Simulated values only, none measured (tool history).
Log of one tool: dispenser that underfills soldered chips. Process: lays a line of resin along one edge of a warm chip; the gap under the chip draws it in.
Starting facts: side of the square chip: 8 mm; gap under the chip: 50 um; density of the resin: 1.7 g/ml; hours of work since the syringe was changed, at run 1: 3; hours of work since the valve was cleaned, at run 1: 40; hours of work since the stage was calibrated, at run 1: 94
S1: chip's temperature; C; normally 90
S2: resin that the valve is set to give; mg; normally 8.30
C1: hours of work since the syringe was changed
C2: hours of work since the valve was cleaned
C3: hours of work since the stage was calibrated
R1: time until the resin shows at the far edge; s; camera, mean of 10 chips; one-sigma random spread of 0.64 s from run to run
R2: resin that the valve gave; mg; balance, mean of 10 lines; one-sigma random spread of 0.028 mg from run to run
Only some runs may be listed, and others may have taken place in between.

run 1 hour=0.0 | S1=90 S2=8.30 | C1=3 C2=40 C3=94 | R1=70.6 R2=8.14
-- hour=5.3 new syringe of resin
run 2 hour=10.7 | S1=90 S2=8.30 | C1=3 C2=46 C3=101 | R1=75.1 R2=8.12
-- hour=15.4 new syringe of resin
run 3 hour=22.6 | S1=90 S2=8.30 | C1=4 C2=54 C3=108 | R1=82.4 R2=8.08
-- hour=25.4 new syringe of resin
run 4 hour=34.6 | S1=90 S2=9.72 | C1=6 C2=61 C3=115 | R1=83.6 R2=9.51
-- hour=35.9 new syringe of resin
-- hour=46.2 new syringe of resin
run 5 hour=46.3 | S1=90 S2=9.72 | C1=0 C2=68 C3=122 | R1=59.5 R2=9.40
-- hour=56.6 new syringe of resin
run 6 hour=56.7 | S1=90 S2=9.72 | C1=0 C2=74 C3=129 | R1=57.0 R2=9.36
-- hour=66.6 new syringe of resin
run 7 hour=67.7 | S1=90 S2=9.72 | C1=1 C2=81 C3=135 | R1=59.8 R2=9.38
-- hour=76.1 new syringe of resin
run 8 hour=77.8 | S1=90 S2=9.72 | C1=1 C2=87 C3=141 | R1=61.8 R2=9.30
-- hour=86.4 new syringe of resin
run 9 hour=88.1 | S1=90 S2=9.72 | C1=1 C2=93 C3=147 | R1=61.6 R2=9.23
-- hour=96.3 new syringe of resin
run 10 hour=101.5 | S1=90 S2=9.72 | C1=3 C2=101 C3=156 | R1=72.2 R2=9.29
-- hour=105.9 new syringe of resin
run 11 hour=109.1 | S1=90 S2=7.91 | C1=2 C2=106 C3=160 | R1=68.2 R2=7.50
-- hour=113.7 dispensing valve cleaned and set on the balance
-- hour=116.8 new syringe of resin
run 12 hour=120.0 | S1=79 S2=8.30 | C1=2 C2=4 C3=166 | R1=98.8 R2=8.28
-- hour=126.5 new syringe of resin
run 13 hour=132.8 | S1=79 S2=8.30 | C1=4 C2=12 C3=174 | R1=114.8 R2=8.27
-- hour=136.5 new syringe of resin
-- hour=146.8 new syringe of resin
run 14 hour=147.1 | S1=79 S2=8.30 | C1=0 C2=20 C3=182 | R1=87.3 R2=8.29
-- hour=156.9 new syringe of resin
run 15 hour=158.7 | S1=90 S2=7.79 | C1=1 C2=27 C3=189 | R1=64.6 R2=7.71
-- hour=167.0 new syringe of resin
run 16 hour=170.5 | S1=90 S2=7.79 | C1=2 C2=34 C3=197 | R1=71.7 R2=7.66
-- hour=176.8 new syringe of resin
run 17 hour=176.8 | S1=90 S2=7.79 | C1=0 C2=38 C3=200 | R1=58.7 R2=7.72
-- hour=186.4 new syringe of resin
run 18 hour=186.4 | S1=90 S2=7.79 | C1=0 C2=44 C3=206 | R1=57.4 R2=7.66
-- hour=196.2 new syringe of resin
run 19 hour=196.2 | S1=79 S2=8.30 | C1=0 C2=50 C3=212 | R1=86.1 R2=8.16
-- hour=206.3 new syringe of resin
run 20 hour=206.5 | S1=99 S2=9.77 | C1=0 C2=56 C3=218 | R1=42.4 R2=9.57
-- hour=215.9 new syringe of resin
run 21 hour=218.2 | S1=99 S2=9.77 | C1=1 C2=63 C3=225 | R1=47.3 R2=9.54
-- hour=225.7 new syringe of resin
run 22 hour=230.2 | S1=99 S2=7.26 | C1=3 C2=70 C3=233 | R1=54.4 R2=7.08
-- hour=235.3 new syringe of resin
run 23 hour=244.2 | S1=90 S2=7.26 | C1=6 C2=79 C3=241 | R1=89.2 R2=7.05
-- hour=245.1 new syringe of resin
run 24 hour=251.1 | S1=84 S2=7.42 | C1=4 C2=83 C3=245 | R1=99.5 R2=7.17
-- hour=255.0 new syringe of resin
run 25 hour=258.9 | S1=78 S2=8.21 | C1=2 C2=88 C3=250 | R1=107.5 R2=7.90
-- hour=265.2 new syringe of resin
run 26 hour=267.2 | S1=96 S2=8.30 | C1=1 C2=93 C3=255 | R1=53.5 R2=8.01
run 27 hour=272.8 | S1=100 S2=10.36 | C1=5 C2=96 C3=258 | R1=58.8 R2=9.90
-- hour=274.8 new syringe of resin
-- hour=284.9 new syringe of resin
run 28 hour=284.9 | S1=98 S2=8.30 | C1=0 C2=103 C3=266 | R1=44.3 R2=7.94
run 29 hour=291.3 | S1=98 S2=8.30 | C1=4 C2=107 C3=270 | R1=60.1 R2=7.89
-- hour=293.7 dispensing valve cleaned and set on the balance
-- hour=295.7 new syringe of resin
run 30 hour=299.6 | S1=85 S2=10.06 | C1=2 C2=3 C3=274 | R1=83.7 R2=10.08
-- hour=305.3 new syringe of resin
run 31 hour=312.4 | S1=85 S2=10.06 | C1=4 C2=11 C3=282 | R1=91.8 R2=10.03
-- hour=315.8 new syringe of resin
run 32 hour=320.7 | S1=85 S2=10.06 | C1=3 C2=16 C3=287 | R1=88.9 R2=10.06
-- hour=325.9 new syringe of resin
run 33 hour=330.4 | S1=85 S2=10.06 | C1=3 C2=22 C3=293 | R1=85.0 R2=9.92
-- hour=335.9 new syringe of resin
run 34 hour=337.9 | S1=85 S2=10.06 | C1=1 C2=27 C3=297 | R1=76.6 R2=9.94
run 35 hour=343.5 | S1=85 S2=7.78 | C1=5 C2=30 C3=300 | R1=100.2 R2=7.66

Table of differences, measured result less the result of that run with no hidden state. Run-to-run variation is the same in both. Gauge scatter possibly is not:
The hidden state here: resin's viscosity, % of fresh resin's; dose that the valve gives, % of what is set; true chip temperature over the reading, C; drift of the gauge itself on fill_s, %; drift of the gauge itself on given_mg, %.
run=1 R1=+13.5 R2=-0.16
run=2 R1=+17.4 R2=-0.18
run=3 R1=+24.8 R2=-0.21
run=4 R1=+28.3 R2=-0.28
run=5 R1=+1.8 R2=-0.31
run=6 R1=+1.7 R2=-0.33
run=7 R1=+3.6 R2=-0.36
run=8 R1=+5.5 R2=-0.38
run=9 R1=+5.4 R2=-0.41
run=10 R1=+16.1 R2=-0.45
run=11 R1=+11.0 R2=-0.38
run=12 R1=+14.7 R2=+0.00
run=13 R1=+30.4 R2=-0.03
run=14 R1=+3.3 R2=-0.06
run=15 R1=+6.6 R2=-0.08
run=16 R1=+12.6 R2=-0.11
run=17 R1=+1.3 R2=-0.12
run=18 R1=+0.7 R2=-0.14
run=19 R1=+3.7 R2=-0.17
run=20 R1=+1.6 R2=-0.23
run=21 R1=+5.5 R2=-0.26
run=22 R1=+10.7 R2=-0.22
run=23 R1=+31.4 R2=-0.24
run=24 R1=+27.1 R2=-0.26
run=25 R1=+20.0 R2=-0.30
run=26 R1=+5.9 R2=-0.32
run=27 R1=+18.2 R2=-0.42
run=28 R1=+1.3 R2=-0.36
run=29 R1=+16.4 R2=-0.38
run=30 R1=+16.7 R2=+0.00
run=31 R1=+27.2 R2=-0.03
run=32 R1=+21.2 R2=-0.06
run=33 R1=+18.5 R2=-0.08
run=34 R1=+9.3 R2=-0.10
run=35 R1=+32.0 R2=-0.09
